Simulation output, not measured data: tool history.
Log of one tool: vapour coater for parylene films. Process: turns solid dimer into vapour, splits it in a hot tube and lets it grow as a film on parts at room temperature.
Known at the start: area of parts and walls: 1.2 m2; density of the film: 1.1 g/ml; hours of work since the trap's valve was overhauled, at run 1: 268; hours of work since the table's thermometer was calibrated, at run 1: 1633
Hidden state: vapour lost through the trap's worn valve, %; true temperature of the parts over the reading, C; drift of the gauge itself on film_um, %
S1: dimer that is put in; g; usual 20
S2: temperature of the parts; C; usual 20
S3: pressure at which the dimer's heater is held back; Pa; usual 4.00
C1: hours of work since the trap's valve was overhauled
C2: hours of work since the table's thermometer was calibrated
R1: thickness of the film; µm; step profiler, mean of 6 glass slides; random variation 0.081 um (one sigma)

run,hour,S1,S2,S3,C1,C2,R1
1,0.0,20,20,4.00,268,1633,8.44
2,68.1,20,20,4.00,314,1679,8.38
3,135.7,20,20,4.00,359,1725,8.11
4,218.9,20,20,4.00,415,1781,7.97
# hour 287.2: trap's valve overhauled
5,302.6,20,20,4.00,10,1835,6.90
6,378.1,20,20,4.00,61,1886,6.90
# hour 418.4: trap's valve overhauled, once more
7,419.8,20,20,4.80,1,1911,9.21
# hour 499.7: table's thermometer calibrated
8,505.2,20,20,4.00,58,4,9.61
9,578.6,20,20,4.00,107,53,9.52
10,632.6,20,20,4.00,144,90,9.44
11,706.7,20,15,4.00,194,140,10.88
12,760.6,20,15,4.00,230,176,10.89
13,846.0,20,20,8.70,288,234,7.76
14,913.7,20,20,8.70,334,279,7.60
15,968.3,20,20,10.53,371,316,7.26
16,1040.9,20,20,10.53,419,365,7.25
# hour 1103.2: trap's valve overhauled
17,1108.0,20,20,10.53,3,408,8.23
18,1169.2,20,20,10.53,45,449,8.32
19,1228.2,20,20,10.53,84,489,7.98
20,1298.4,20,20,8.23,132,536,8.27
21,1357.4,16,20,5.66,172,576,6.85
22,1428.3,16,20,5.66,219,624,6.82
23,1488.5,16,20,5.66,260,665,6.70
24,1568.3,21,15,8.43,314,719,9.70
25,1643.3,9,27,8.31,365,769,2.61
26,1706.9,9,27,8.31,408,812,2.50
27,1745.4,8,15,8.31,433,838,3.56
# hour 1784.4: trap's valve overhauled
28,1786.9,8,15,8.31,2,863,4.12
29,1841.3,35,13,8.31,38,900,19.19
30,1887.1,10,22,4.00,69,931,4.38
31,1951.7,10,22,4.00,113,975,4.23
32,1990.3,12,22,10.24,139,1001,4.39
33,2068.2,11,14,6.25,192,1053,5.83
34,2141.2,30,13,4.00,241,1103,16.92
35,2202.3,20,20,3.45,282,1144,8.71
36,2279.4,20,20,3.45,334,1196,8.63
37,2360.6,20,20,3.45,389,1251,8.53
38,2441.8,20,20,3.45,444,1305,8.17
# hour 2466.3: trap's valve overhauled
39,2490.8,30,23,10.37,16,1336,10.84
40,2530.5,20,18,10.99,43,1363,8.44

5 ways to go on from here, each from the tool as it stands after run 40. What would each give?
A,2588.3,32,20,2.25,82,1402,?
B,2588.3,20,20,7.44,82,1402,?
C,2588.3,20,17,4.00,82,1402,?
D,2588.3,20,20,10.71,82,1402,?
E,2588.3,27,13,4.46,82,1402,?

run,R1
A,16.06
B,8.34
C,10.25
D,7.72
E,15.89
Without the tool's hidden state the same runs would have given:
run,R1
A,17.22
B,8.94
C,10.98
D,8.28
E,17.03
